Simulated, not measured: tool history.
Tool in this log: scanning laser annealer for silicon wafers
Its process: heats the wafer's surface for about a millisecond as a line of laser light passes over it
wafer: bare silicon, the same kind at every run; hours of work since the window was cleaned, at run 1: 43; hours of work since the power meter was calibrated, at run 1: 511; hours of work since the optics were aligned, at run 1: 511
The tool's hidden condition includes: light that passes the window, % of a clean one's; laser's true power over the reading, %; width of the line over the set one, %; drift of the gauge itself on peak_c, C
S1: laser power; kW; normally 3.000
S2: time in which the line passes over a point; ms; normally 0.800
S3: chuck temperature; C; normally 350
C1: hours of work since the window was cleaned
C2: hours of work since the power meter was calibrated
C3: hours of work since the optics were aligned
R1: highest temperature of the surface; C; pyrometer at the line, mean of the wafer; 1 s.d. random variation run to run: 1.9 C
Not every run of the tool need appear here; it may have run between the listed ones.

Run 1, hour 0.0: usual settings; C1 43; C2 511; C3 511. Result: R1 1112 C.
Run 2, hour 30.3: usual settings; C1 62; C2 531; C3 531. Result: R1 1107 C.
Run 3, hour 55.8: usual settings; C1 78; C2 547; C3 547. Result: R1 1111 C.
Run 4, hour 86.7: usual settings; C1 98; C2 567; C3 567. Result: R1 1105 C.
Run 5, hour 100.5: usual settings; C1 107; C2 575; C3 575. Result: R1 1103 C.
Run 6, hour 118.8: usual settings; C1 118; C2 587; C3 587. Result: R1 1105 C.
Run 7, hour 146.7: usual settings; C1 136; C2 605; C3 605. Result: R1 1102 C.
Run 8, hour 163.4: usual settings; C1 147; C2 615; C3 615. Result: R1 1103 C.
Run 9, hour 182.1: usual settings but S1 3.192 kW; C1 159; C2 627; C3 627. Result: R1 1149 C.
Run 10, hour 198.8: usual settings but S1 3.192 kW; C1 169; C2 638; C3 638. Result: R1 1147 C.
Run 11, hour 221.6: usual settings; C1 184; C2 652; C3 652. Result: R1 1099 C.
Run 12, hour 238.3: usual settings but S1 2.787 kW, S3 368 C; C1 194; C2 663; C3 663. Result: R1 1069 C.
At hour 245.6: optics aligned, line set to its width.
Run 13, hour 262.4: usual settings but S1 2.985 kW, S2 0.574 ms, S3 378 C; C1 207; C2 675; C3 11. Result: R1 990 C.
Run 14, hour 296.2: usual settings but S1 2.884 kW, S2 0.691 ms, S3 328 C; C1 228; C2 697; C3 32. Result: R1 986 C.
Run 15, hour 315.8: usual settings but S2 0.892 ms, S3 333 C; C1 241; C2 709; C3 45. Result: R1 1129 C.
Run 16, hour 343.4: usual settings but S2 0.892 ms, S3 333 C; C1 258; C2 727; C3 62. Result: R1 1127 C.
Run 17, hour 357.4: usual settings but S2 0.677 ms, S3 313 C; C1 267; C2 736; C3 71. Result: R1 985 C.
Run 18, hour 371.6: usual settings but S1 2.611 kW, S2 0.953 ms, S3 316 C; C1 276; C2 745; C3 80. Result: R1 1040 C.
Run 19, hour 389.9: usual settings but S1 2.611 kW, S2 0.953 ms, S3 316 C; C1 288; C2 757; C3 92. Result: R1 1040 C.
Run 20, hour 417.6: usual settings but S1 2.611 kW, S2 0.561 ms, S3 388 C; C1 305; C2 774; C3 110. Result: R1 915 C.
At hour 436.7: optics aligned, line set to its width, once more.
Run 21, hour 454.8: usual settings but S1 2.611 kW, S2 0.561 ms, S3 388 C; C1 326; C2 795; C3 12. Result: R1 919 C.
Run 22, hour 474.3: usual settings but S2 0.851 ms, S3 331 C; C1 338; C2 807; C3 24. Result: R1 1101 C.

5 options for the next run, each taken on its own from the tool as it stands now. Forecast them:
Run A, hour 490.7: usual settings but S1 2.967 kW, S2 0.637 ms, S3 324 C; C1 349; C2 818; C3 34. Result: R1 ?.
Run B, hour 490.7: usual settings but S3 373 C; C1 349; C2 818; C3 34. Result: R1 ?.
Run C, hour 490.7: usual settings but S1 3.069 kW, S2 0.715 ms, S3 341 C; C1 349; C2 818; C3 34. Result: R1 ?.
Run D, hour 490.7: usual settings but S2 0.607 ms, S3 331 C; C1 349; C2 818; C3 34. Result: R1 ?.
Run E, hour 490.7: usual settings but S2 0.840 ms, S3 346 C; C1 349; C2 818; C3 34. Result: R1 ?.

run    R1
  A   968
  B  1117
  C  1049
  D   962
  E  1110
Take away the tool's hidden state, keep each run's random variation, and the runs would have read:
run    R1
  A   991
  B  1143
  C  1075
  D   985
  E  1137
